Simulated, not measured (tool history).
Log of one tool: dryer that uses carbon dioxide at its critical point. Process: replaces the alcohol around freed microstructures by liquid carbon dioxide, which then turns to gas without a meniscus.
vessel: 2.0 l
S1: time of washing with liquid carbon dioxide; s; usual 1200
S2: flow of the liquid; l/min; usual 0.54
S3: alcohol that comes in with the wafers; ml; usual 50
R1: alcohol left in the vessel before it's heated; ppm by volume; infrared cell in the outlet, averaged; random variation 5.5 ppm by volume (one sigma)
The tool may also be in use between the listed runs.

{"run": 1, "hour": 0.0, "S1": 1200, "S2": 0.54, "S3": 50, "R1": 217}
{"run": 2, "hour": 25.3, "S1": 1200, "S2": 0.54, "S3": 50, "R1": 214}
{"run": 3, "hour": 52.6, "S1": 1200, "S2": 0.54, "S3": 50, "R1": 225}
{"run": 4, "hour": 79.2, "S1": 1200, "S2": 0.54, "S3": 50, "R1": 225}
{"run": 5, "hour": 100.0, "S1": 1200, "S2": 0.54, "S3": 50, "R1": 236}
{"run": 6, "hour": 137.8, "S1": 1200, "S2": 0.54, "S3": 50, "R1": 248}
{"run": 7, "hour": 155.3, "S1": 1200, "S2": 0.54, "S3": 50, "R1": 255}
{"hour": 159.4, "done": "inlet filter changed"}
{"run": 8, "hour": 189.5, "S1": 1200, "S2": 0.54, "S3": 50, "R1": 185}
{"run": 9, "hour": 210.3, "S1": 1200, "S2": 0.54, "S3": 50, "R1": 186}
{"run": 10, "hour": 227.1, "S1": 1200, "S2": 0.54, "S3": 50, "R1": 190}
{"run": 11, "hour": 261.1, "S1": 1200, "S2": 0.54, "S3": 50, "R1": 189}
{"run": 12, "hour": 295.3, "S1": 1200, "S2": 0.54, "S3": 50, "R1": 202}
{"run": 13, "hour": 315.5, "S1": 1200, "S2": 0.54, "S3": 50, "R1": 204}
{"run": 14, "hour": 339.1, "S1": 1200, "S2": 0.54, "S3": 50, "R1": 211}
{"run": 15, "hour": 360.1, "S1": 1200, "S2": 0.54, "S3": 50, "R1": 208}
{"run": 16, "hour": 392.7, "S1": 1200, "S2": 0.54, "S3": 50, "R1": 231}
{"run": 17, "hour": 429.4, "S1": 1200, "S2": 0.54, "S3": 50, "R1": 233}
{"run": 18, "hour": 454.5, "S1": 1020, "S2": 0.54, "S3": 27, "R1": 257}
{"run": 19, "hour": 482.4, "S1": 1020, "S2": 0.54, "S3": 27, "R1": 250}
{"run": 20, "hour": 519.3, "S1": 1620, "S2": 0.607, "S3": 61, "R1": 91}
{"run": 21, "hour": 546.2, "S1": 1200, "S2": 0.528, "S3": 31, "R1": 195}
{"run": 22, "hour": 564.7, "S1": 1200, "S2": 0.528, "S3": 31, "R1": 201}
{"run": 23, "hour": 600.7, "S1": 1200, "S2": 0.528, "S3": 31, "R1": 204}
{"run": 24, "hour": 621.7, "S1": 1200, "S2": 0.54, "S3": 34, "R1": 221}
{"run": 25, "hour": 659.9, "S1": 1200, "S2": 0.57, "S3": 50, "R1": 226}
{"run": 26, "hour": 694.9, "S1": 840, "S2": 0.62, "S3": 50, "R1": 576}

Hidden state or all else? Some run-to-run changes of R1, split into what the settings, what came in and random variation would give without the hidden state, and what is left for the hidden state (with any gauge scatter that isn't in both results):
The hidden state here: flow that reaches the vessel past the clogged filter, %; alcohol in the recycled carbon dioxide, ppm; drift of the gauge itself on alcohol_ppm, %.
Run 7 -> 8: inlet filter changed. R1 -70 ppm by volume: hidden state -69, all else -1.
Run 19 -> 20: S1 1020 -> 1620, S2 0.54 -> 0.607, S3 27 -> 61. R1 -159 ppm by volume: hidden state -13, all else -146.
Run 25 -> 26: S1 1200 -> 840, S2 0.57 -> 0.62. R1 +350 ppm by volume: hidden state +58, all else +292.
